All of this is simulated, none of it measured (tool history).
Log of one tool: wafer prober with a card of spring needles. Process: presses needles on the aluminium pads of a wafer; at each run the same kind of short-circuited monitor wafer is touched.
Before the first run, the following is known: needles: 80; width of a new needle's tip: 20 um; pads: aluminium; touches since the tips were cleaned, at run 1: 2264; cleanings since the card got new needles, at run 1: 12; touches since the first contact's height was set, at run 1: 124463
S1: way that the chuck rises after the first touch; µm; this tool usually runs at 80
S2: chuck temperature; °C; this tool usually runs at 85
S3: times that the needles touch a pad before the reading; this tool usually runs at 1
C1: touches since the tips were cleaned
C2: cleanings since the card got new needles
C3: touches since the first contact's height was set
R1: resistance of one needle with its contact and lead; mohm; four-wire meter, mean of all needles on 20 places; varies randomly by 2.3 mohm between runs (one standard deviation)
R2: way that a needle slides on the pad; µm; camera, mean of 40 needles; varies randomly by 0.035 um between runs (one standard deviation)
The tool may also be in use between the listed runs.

{"run": 1, "hour": 0.0, "S1": 80, "S2": 85, "S3": 1, "C1": 2264, "C2": 12, "C3": 124463, "R1": 276, "R2": 20.02}
{"run": 2, "hour": 4.4, "S1": 80, "S2": 114, "S3": 1, "C1": 4323, "C2": 12, "C3": 126522, "R1": 291, "R2": 20.08}
{"run": 3, "hour": 10.9, "S1": 80, "S2": 85, "S3": 1, "C1": 7380, "C2": 12, "C3": 129579, "R1": 298, "R2": 20.07}
{"hour": 14.4, "done": "tips cleaned on abrasive film"}
{"run": 4, "hour": 15.6, "S1": 80, "S2": 85, "S3": 2, "C1": 586, "C2": 13, "C3": 131732, "R1": 263, "R2": 20}
{"run": 5, "hour": 23.5, "S1": 80, "S2": 85, "S3": 2, "C1": 4287, "C2": 13, "C3": 135433, "R1": 272, "R2": 20.06}
{"run": 6, "hour": 31.3, "S1": 80, "S2": 85, "S3": 2, "C1": 7954, "C2": 13, "C3": 139100, "R1": 283, "R2": 20}
{"hour": 33.1, "done": "tips cleaned on abrasive film"}
{"run": 7, "hour": 37.3, "S1": 80, "S2": 85, "S3": 2, "C1": 1933, "C2": 14, "C3": 141831, "R1": 273, "R2": 19.93}
{"run": 8, "hour": 43.6, "S1": 80, "S2": 85, "S3": 2, "C1": 4915, "C2": 14, "C3": 144813, "R1": 275, "R2": 19.96}
{"run": 9, "hour": 51.2, "S1": 80, "S2": 85, "S3": 1, "C1": 8464, "C2": 14, "C3": 148362, "R1": 294, "R2": 20}
{"hour": 52.1, "done": "tips cleaned on abrasive film"}
{"run": 10, "hour": 58.0, "S1": 80, "S2": 85, "S3": 3, "C1": 2763, "C2": 15, "C3": 151490, "R1": 268, "R2": 19.98}
{"run": 11, "hour": 63.9, "S1": 67, "S2": 85, "S3": 1, "C1": 5530, "C2": 15, "C3": 154257, "R1": 303, "R2": 16.72}
{"hour": 71.0, "done": "tips cleaned on abrasive film"}
{"run": 12, "hour": 71.7, "S1": 67, "S2": 85, "S3": 1, "C1": 345, "C2": 16, "C3": 157861, "R1": 270, "R2": 16.66}
{"run": 13, "hour": 76.5, "S1": 67, "S2": 85, "S3": 1, "C1": 2599, "C2": 16, "C3": 160115, "R1": 287, "R2": 16.66}
{"run": 14, "hour": 81.3, "S1": 80, "S2": 85, "S3": 3, "C1": 4857, "C2": 16, "C3": 162373, "R1": 271, "R2": 19.95}
{"run": 15, "hour": 89.1, "S1": 80, "S2": 70, "S3": 3, "C1": 8481, "C2": 16, "C3": 165997, "R1": 272, "R2": 19.93}
{"hour": 90.0, "done": "tips cleaned on abrasive film"}
{"run": 16, "hour": 95.7, "S1": 80, "S2": 70, "S3": 2, "C1": 2625, "C2": 17, "C3": 169040, "R1": 261, "R2": 19.9}
{"run": 17, "hour": 101.3, "S1": 80, "S2": 70, "S3": 2, "C1": 5287, "C2": 17, "C3": 171702, "R1": 269, "R2": 19.88}
{"hour": 109.5, "done": "tips cleaned on abrasive film"}
{"run": 18, "hour": 109.8, "S1": 80, "S2": 70, "S3": 2, "C1": 132, "C2": 18, "C3": 175604, "R1": 255, "R2": 19.87}
{"run": 19, "hour": 115.6, "S1": 72, "S2": 29, "S3": 2, "C1": 2861, "C2": 18, "C3": 178333, "R1": 265, "R2": 17.84}
{"run": 20, "hour": 121.5, "S1": 72, "S2": 102, "S3": 2, "C1": 5626, "C2": 18, "C3": 181098, "R1": 288, "R2": 17.86}
{"hour": 128.4, "done": "tips cleaned on abrasive film"}
{"run": 21, "hour": 128.4, "S1": 64, "S2": 94, "S3": 2, "C1": 0, "C2": 19, "C3": 184274, "R1": 265, "R2": 15.87}
{"run": 22, "hour": 137.9, "S1": 63, "S2": 74, "S3": 2, "C1": 4478, "C2": 19, "C3": 188752, "R1": 286, "R2": 15.6}
{"run": 23, "hour": 142.6, "S1": 63, "S2": 74, "S3": 2, "C1": 6655, "C2": 19, "C3": 190929, "R1": 288, "R2": 15.55}
{"hour": 147.7, "done": "tips cleaned on abrasive film"}
{"run": 24, "hour": 152.4, "S1": 82, "S2": 78, "S3": 2, "C1": 2190, "C2": 20, "C3": 195490, "R1": 267, "R2": 20.37}
{"run": 25, "hour": 157.8, "S1": 72, "S2": 41, "S3": 2, "C1": 4711, "C2": 20, "C3": 198011, "R1": 272, "R2": 17.84}
{"run": 26, "hour": 165.6, "S1": 80, "S2": 35, "S3": 3, "C1": 8362, "C2": 20, "C3": 201662, "R1": 262, "R2": 19.8}
{"hour": 167.0, "done": "tips cleaned on abrasive film"}
{"run": 27, "hour": 172.8, "S1": 64, "S2": 95, "S3": 2, "C1": 2732, "C2": 21, "C3": 205007, "R1": 284, "R2": 15.76}
{"run": 28, "hour": 178.7, "S1": 80, "S2": 78, "S3": 1, "C1": 5470, "C2": 21, "C3": 207745, "R1": 292, "R2": 19.8}
{"hour": 185.8, "done": "tips cleaned on abrasive film"}
{"run": 29, "hour": 185.8, "S1": 80, "S2": 115, "S3": 1, "C1": 0, "C2": 22, "C3": 211049, "R1": 271, "R2": 19.79}
{"run": 30, "hour": 194.1, "S1": 80, "S2": 115, "S3": 1, "C1": 3864, "C2": 22, "C3": 214913, "R1": 291, "R2": 19.82}
{"run": 31, "hour": 201.9, "S1": 87, "S2": 33, "S3": 1, "C1": 7515, "C2": 22, "C3": 218564, "R1": 275, "R2": 21.65}
{"hour": 204.7, "done": "tips cleaned on abrasive film"}
{"run": 32, "hour": 210.2, "S1": 60, "S2": 75, "S3": 1, "C1": 2580, "C2": 23, "C3": 222426, "R1": 291, "R2": 14.68}
{"run": 33, "hour": 216.6, "S1": 63, "S2": 85, "S3": 1, "C1": 5575, "C2": 23, "C3": 225421, "R1": 315, "R2": 15.48}
{"hour": 223.9, "done": "tips cleaned on abrasive film"}
{"run": 34, "hour": 224.5, "S1": 96, "S2": 35, "S3": 2, "C1": 283, "C2": 24, "C3": 229097, "R1": 251, "R2": 23.79}

Here are 4 independent what-if runs from the current tool condition. What would each one return?
{"run": "A", "hour": 229.2, "S1": 96, "S2": 40, "S3": 1, "C1": 2451, "C2": 24, "C3": 231265, "R1": "?", "R2": "?"}
{"run": "B", "hour": 229.2, "S1": 81, "S2": 123, "S3": 1, "C1": 2451, "C2": 24, "C3": 231265, "R1": "?", "R2": "?"}
{"run": "C", "hour": 229.2, "S1": 69, "S2": 120, "S3": 1, "C1": 2451, "C2": 24, "C3": 231265, "R1": "?", "R2": "?"}
{"run": "D", "hour": 229.2, "S1": 80, "S2": 46, "S3": 2, "C1": 2451, "C2": 24, "C3": 231265, "R1": "?", "R2": "?"}

run=A R1=259 R2=23.82
run=B R1=290 R2=20.03
run=C R1=290 R2=17
run=D R1=262 R2=19.81
Without the tool's unlogged condition, the same runs would have read:
run=A R1=244 R2=24.38
run=B R1=272 R2=20.59
run=C R1=266 R2=17.56
run=D R1=249 R2=20.37
